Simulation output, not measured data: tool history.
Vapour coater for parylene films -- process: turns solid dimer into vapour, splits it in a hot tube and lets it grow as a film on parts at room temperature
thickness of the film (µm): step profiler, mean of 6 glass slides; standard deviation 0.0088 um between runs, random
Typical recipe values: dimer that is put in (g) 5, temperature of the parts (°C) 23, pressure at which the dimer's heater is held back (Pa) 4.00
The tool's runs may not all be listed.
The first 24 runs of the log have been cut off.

| run | hour | dimer that is put in (g) | temperature of the parts (°C) | pressure at which the dimer's heater is held back (Pa) | thickness of the film (µm) |
|---|---|---|---|---|---|
| 25 | 462.6 | 5 | 29 | 3.94 | 0.941 |
| 26 | 478.1 | 5 | 16 | 3.94 | 1.522 |
| 27 | 489.8 | 5 | 35 | 4.00 | 0.743 |
| 28 | 501.6 | 7 | 17 | 4.00 | 2.057 |
| 29 | 518.8 | 7 | 17 | 4.00 | 2.040 |
| 30 | 538.6 | 3 | 30 | 4.00 | 0.538 |
| 31 | 559.6 | 6 | 28 | 9.73 | 0.975 |
| 32 | 571.7 | 6 | 28 | 9.73 | 0.990 |
| 33 | 582.8 | 6 | 16 | 2.49 | 1.970 |
| 34 | 599.8 | 6 | 27 | 4.83 | 1.149 |
| 35 | 623.5 | 6 | 27 | 4.68 | 1.150 |
| 36 | 647.3 | 6 | 27 | 4.68 | 1.147 |
| 37 | 659.7 | 5 | 30 | 4.98 | 0.853 |
| 38 | 680.3 | 5 | 30 | 4.98 | 0.840 |

For run 39, what comes out?
| 39 | 698.3 | 5 | 21 | 9.29 | ? |

thickness of the film (µm): 1.060
On a tool with no hidden condition, and with the same random variation, this run would have come out at thickness of the film (µm) 1.139.

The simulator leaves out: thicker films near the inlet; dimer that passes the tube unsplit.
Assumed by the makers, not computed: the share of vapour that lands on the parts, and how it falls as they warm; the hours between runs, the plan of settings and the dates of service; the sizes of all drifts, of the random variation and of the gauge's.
